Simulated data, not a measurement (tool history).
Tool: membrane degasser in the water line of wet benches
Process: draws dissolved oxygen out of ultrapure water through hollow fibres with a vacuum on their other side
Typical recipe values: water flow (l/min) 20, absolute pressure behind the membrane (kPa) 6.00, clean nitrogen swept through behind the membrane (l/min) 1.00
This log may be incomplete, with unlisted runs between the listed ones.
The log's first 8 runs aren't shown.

| run | hour | water flow (l/min) | absolute pressure behind the membrane (kPa) | clean nitrogen swept through behind the membrane (l/min) | dissolved oxygen in the water behind the degasser (ppb) | pressure that the water loses in the fibres (kPa) |
|---|---|---|---|---|---|---|
| 9 | 890.3 | 20 | 6.00 | 1.00 | 214.0 | 58.85 |
| 10 | 1064.3 | 20 | 6.00 | 1.00 | 212.2 | 58.87 |
| 11 | 1154.6 | 20 | 6.00 | 1.00 | 215.9 | 59.19 |
| 12 | 1260.5 | 20 | 7.52 | 1.00 | 276.8 | 58.83 |
| 13 | 1416.6 | 20 | 7.52 | 1.00 | 275.8 | 59.08 |
| 14 | 1518.5 | 20 | 7.52 | 1.00 | 280.6 | 59.11 |
| 15 | 1596.5 | 21 | 6.00 | 1.00 | 230.9 | 62.57 |
| 16 | 1705.2 | 21 | 6.00 | 1.00 | 228.6 | 62.00 |
| 17 | 1789.0 | 21 | 6.00 | 1.00 | 231.0 | 62.07 |
| 18 | 1952.8 | 21 | 13.85 | 0.42 | 1015.3 | 62.42 |
| 19 | 2053.4 | 21 | 13.85 | 0.42 | 1007.1 | 62.13 |
| 20 | 2213.6 | 21 | 4.67 | 0.42 | 248.8 | 62.49 |
| 21 | 2324.6 | 21 | 4.67 | 0.42 | 257.8 | 62.05 |
| 22 | 2485.0 | 17 | 10.36 | 1.57 | 238.7 | 50.66 |
| 23 | 2623.2 | 19 | 6.00 | 0.95 | 204.9 | 56.38 |
| 24 | 2741.5 | 24 | 9.55 | 0.51 | 685.4 | 71.47 |
| 25 | 2870.0 | 24 | 9.55 | 1.03 | 436.5 | 71.61 |
| 26 | 2992.1 | 20 | 11.40 | 2.40 | 246.9 | 59.40 |
| 27 | 3078.6 | 21 | 6.74 | 0.92 | 286.6 | 62.66 |
| 28 | 3236.9 | 16 | 10.96 | 0.92 | 355.2 | 47.93 |
| 29 | 3390.9 | 26 | 4.22 | 0.46 | 284.6 | 77.54 |
| 30 | 3495.6 | 26 | 4.22 | 0.46 | 283.7 | 76.89 |
| 31 | 3634.8 | 26 | 4.22 | 0.46 | 286.8 | 77.66 |
| 32 | 3750.1 | 25 | 5.92 | 0.73 | 345.8 | 75.51 |
|  | 3862.5 | vacuum gauge calibrated |
| 33 | 3872.6 | 31 | 7.56 | 1.00 | 486.0 | 92.81 |

3 options for the next run, each taken on its own from the tool as it stands now. Forecast them:
| A | 3951.9 | 23 | 7.56 | 1.00 | ? | ? |
| B | 3951.9 | 20 | 7.61 | 1.60 | ? | ? |
| C | 3951.9 | 18 | 6.00 | 1.00 | ? | ? |

| run | dissolved oxygen in the water behind the degasser (ppb) | pressure that the water loses in the fibres (kPa) |
|---|---|---|
| A | 336.6 | 68.97 |
| B | 213.5 | 59.50 |
| C | 181.7 | 54.18 |
Stripped of hidden state, with their random variation kept, the same runs would have yielded:
| run | dissolved oxygen in the water behind the degasser (ppb) | pressure that the water loses in the fibres (kPa) |
|---|---|---|
| A | 307.6 | 64.96 |
| B | 190.8 | 56.04 |
| C | 162.7 | 51.04 |
